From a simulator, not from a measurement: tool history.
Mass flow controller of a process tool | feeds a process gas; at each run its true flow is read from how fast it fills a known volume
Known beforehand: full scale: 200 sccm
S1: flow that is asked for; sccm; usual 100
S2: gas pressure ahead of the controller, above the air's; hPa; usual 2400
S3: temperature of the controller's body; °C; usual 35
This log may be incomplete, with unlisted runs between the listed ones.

Run 1, hour 0.0: usual settings. Result: true flow (%) 97.78.
Run 2, hour 102.1: usual settings but S3 31 °C. Result: true flow (%) 98.10.
Run 3, hour 187.4: usual settings but S3 21 °C. Result: true flow (%) 98.33.
Run 4, hour 286.8: usual settings but S3 21 °C. Result: true flow (%) 98.24.
Run 5, hour 394.2: usual settings but S1 130 sccm, S3 21 °C. Result: true flow (%) 98.91.
Run 6, hour 576.7: usual settings but S1 130 sccm, S3 21 °C. Result: true flow (%) 98.92.
Run 7, hour 695.1: usual settings. Result: true flow (%) 97.81.
Run 8, hour 799.2: usual settings. Result: true flow (%) 97.93.
Run 9, hour 987.4: usual settings. Result: true flow (%) 97.79.
Run 10, hour 1126.1: usual settings. Result: true flow (%) 97.89.
Run 11, hour 1257.3: usual settings but S3 33 °C. Result: true flow (%) 97.89.
Run 12, hour 1411.9: usual settings but S3 39 °C. Result: true flow (%) 97.80.
Run 13, hour 1614.8: usual settings but S3 39 °C. Result: true flow (%) 97.67.
Run 14, hour 1734.7: usual settings but S2 1520 hPa. Result: true flow (%) 97.86.
Run 15, hour 1934.9: usual settings. Result: true flow (%) 97.87.
Run 16, hour 2128.3: usual settings but S1 162 sccm. Result: true flow (%) 99.00.
Run 17, hour 2335.0: usual settings but S1 73 sccm. Result: true flow (%) 97.35.
Run 18, hour 2455.9: usual settings but S1 73 sccm. Result: true flow (%) 97.42.
Run 19, hour 2544.5: usual settings. Result: true flow (%) 97.83.
Run 20, hour 2632.4: usual settings. Result: true flow (%) 97.89.
Run 21, hour 2813.3: usual settings. Result: true flow (%) 97.82.
At hour 2879.2: controller's zero set anew.
Run 22, hour 2949.1: usual settings but S1 123 sccm. Result: true flow (%) 98.26.
Run 23, hour 3036.7: usual settings but S1 123 sccm. Result: true flow (%) 98.24.
Run 24, hour 3128.3: usual settings but S1 123 sccm. Result: true flow (%) 98.38.
Run 25, hour 3313.2: usual settings. Result: true flow (%) 97.83.
Run 26, hour 3478.2: usual settings but S2 2790 hPa, S3 32 °C. Result: true flow (%) 97.89.
Run 27, hour 3599.3: usual settings but S2 2790 hPa, S3 32 °C. Result: true flow (%) 97.85.
Run 28, hour 3698.6: usual settings but S1 21 sccm. Result: true flow (%) 96.56.
Run 29, hour 3896.5: usual settings but S1 91 sccm, S2 1650 hPa, S3 34 °C. Result: true flow (%) 97.72.
Run 30, hour 4021.3: usual settings but S1 151 sccm. Result: true flow (%) 98.67.
Run 31, hour 4145.6: usual settings but S1 97 sccm, S2 2560 hPa, S3 34 °C. Result: true flow (%) 97.81.
Run 32, hour 4305.3: usual settings but S1 32 sccm, S2 2750 hPa, S3 37 °C. Result: true flow (%) 96.46.
Run 33, hour 4388.9: usual settings but S1 32 sccm, S2 2750 hPa, S3 37 °C. Result: true flow (%) 96.59.
Run 34, hour 4584.2: usual settings but S1 32 sccm, S2 2750 hPa, S3 37 °C. Result: true flow (%) 96.55.
Run 35, hour 4773.2: usual settings but S1 32 sccm, S2 2750 hPa, S3 37 °C. Result: true flow (%) 96.66.
Run 36, hour 4939.4: usual settings but S1 33 sccm, S2 2440 hPa, S3 37 °C. Result: true flow (%) 96.64.
Run 37, hour 5068.0: usual settings but S1 33 sccm, S2 2440 hPa, S3 37 °C. Result: true flow (%) 96.68.
Run 38, hour 5228.9: usual settings but S2 2630 hPa, S3 32 °C. Result: true flow (%) 97.99.
Run 39, hour 5398.1: usual settings but S1 171 sccm, S2 2740 hPa. Result: true flow (%) 99.04.
Run 40, hour 5485.3: usual settings but S1 171 sccm, S2 2740 hPa. Result: true flow (%) 99.12.
Run 41, hour 5581.5: usual settings but S1 157 sccm, S2 2200 hPa. Result: true flow (%) 98.79.
Run 42, hour 5705.5: usual settings but S1 31 sccm, S2 2680 hPa, S3 34 °C. Result: true flow (%) 96.56.
Run 43, hour 5869.9: usual settings but S1 50 sccm, S2 1590 hPa, S3 21 °C. Result: true flow (%) 97.61.
Run 44, hour 6044.2: usual settings but S1 50 sccm, S2 1590 hPa, S3 21 °C. Result: true flow (%) 97.53.
Run 45, hour 6148.0: usual settings but S1 50 sccm, S2 1830 hPa, S3 39 °C. Result: true flow (%) 96.85.
Run 46, hour 6262.7: usual settings but S1 50 sccm, S2 1830 hPa, S3 39 °C. Result: true flow (%) 96.80.
Run 47, hour 6418.5: usual settings but S1 48 sccm. Result: true flow (%) 97.01.
Run 48, hour 6565.1: usual settings but S1 48 sccm. Result: true flow (%) 96.84.
Run 49, hour 6653.5: usual settings but S1 98 sccm, S2 1880 hPa, S3 24 °C. Result: true flow (%) 98.27.

Branching from run 49: 3 alternative next runs. What would each branch give?
Run A, hour 6774.4: usual settings but S1 38 sccm, S2 2510 hPa, S3 26 °C. Result: true flow (%) ?.
Run B, hour 6774.4: usual settings but S1 34 sccm, S2 1740 hPa, S3 24 °C. Result: true flow (%) ?.
Run C, hour 6774.4: usual settings but S1 21 sccm, S2 2790 hPa, S3 26 °C. Result: true flow (%) ?.

run  true flow (%)
  A          97.10
  B          97.20
  C          96.79
With the hidden condition removed and each run's random variation left untouched, the same runs would have given:
run  true flow (%)
  A          97.09
  B          97.20
  C          96.77
